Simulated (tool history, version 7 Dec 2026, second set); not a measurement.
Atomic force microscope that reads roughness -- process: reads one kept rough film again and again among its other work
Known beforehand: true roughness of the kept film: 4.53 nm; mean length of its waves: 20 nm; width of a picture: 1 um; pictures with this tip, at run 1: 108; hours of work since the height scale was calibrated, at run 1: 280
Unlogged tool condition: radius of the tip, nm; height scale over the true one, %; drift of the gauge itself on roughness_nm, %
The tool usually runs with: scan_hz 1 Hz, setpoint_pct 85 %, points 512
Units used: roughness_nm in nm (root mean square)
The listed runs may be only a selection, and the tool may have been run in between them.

run	day	scan_hz	setpoint_pct	points	pictures with this tip	hours of work since the height scale was calibrated	roughness_nm
1	0	1	85	512	108	280	2.805
2	0.717	1	85	278	151	293	2.559
3	1.525	1	85	278	199	308	2.382
# day 2.021: new tip fitted
4	2.096	1	85	278	4	318	3.318
5	2.942	1	85	512	55	333	3.021
6	3.817	1	85	512	107	348	2.764
7	4.658	1	85	512	158	364	2.543
8	5.167	1	85	512	188	373	2.414
# day 5.296: height scale calibrated on a step standard
# day 5.892: new tip fitted
9	5.933	1	85	512	2	11	3.396
10	7.017	1	85	512	67	31	2.988
11	8.071	1.98	65	292	130	50	2.695
# day 8.742: height scale calibrated on a step standard, once more
12	8.742	1.98	65	292	168	0	2.549
# day 9.767: new tip fitted
13	9.854	1.98	65	292	5	20	3.411
14	10.438	1.98	65	292	40	30	3.147
15	11.133	3.3	65	528	82	43	2.905
16	12.204	3.3	65	528	146	62	2.62
17	13.279	1.85	71	823	210	81	2.423
# day 13.588: new tip fitted
18	13.992	1.85	71	823	24	94	3.271
19	14.75	1.54	79	512	70	107	2.951

Below are 4 alternative next runs, each starting from the tool's condition after run 19. Predict each:
A	15.304	0.92	72	512	103	117	?
B	15.304	1.54	60	512	103	117	?
C	15.304	0.9	77	698	103	117	?
D	15.304	1	85	305	103	117	?

run	roughness_nm
A	2.875
B	2.898
C	2.863
D	2.746
With the hidden condition removed and each run's random variation left untouched, the same runs would have given:
run	roughness_nm
A	3.548
B	3.575
C	3.533
D	3.39

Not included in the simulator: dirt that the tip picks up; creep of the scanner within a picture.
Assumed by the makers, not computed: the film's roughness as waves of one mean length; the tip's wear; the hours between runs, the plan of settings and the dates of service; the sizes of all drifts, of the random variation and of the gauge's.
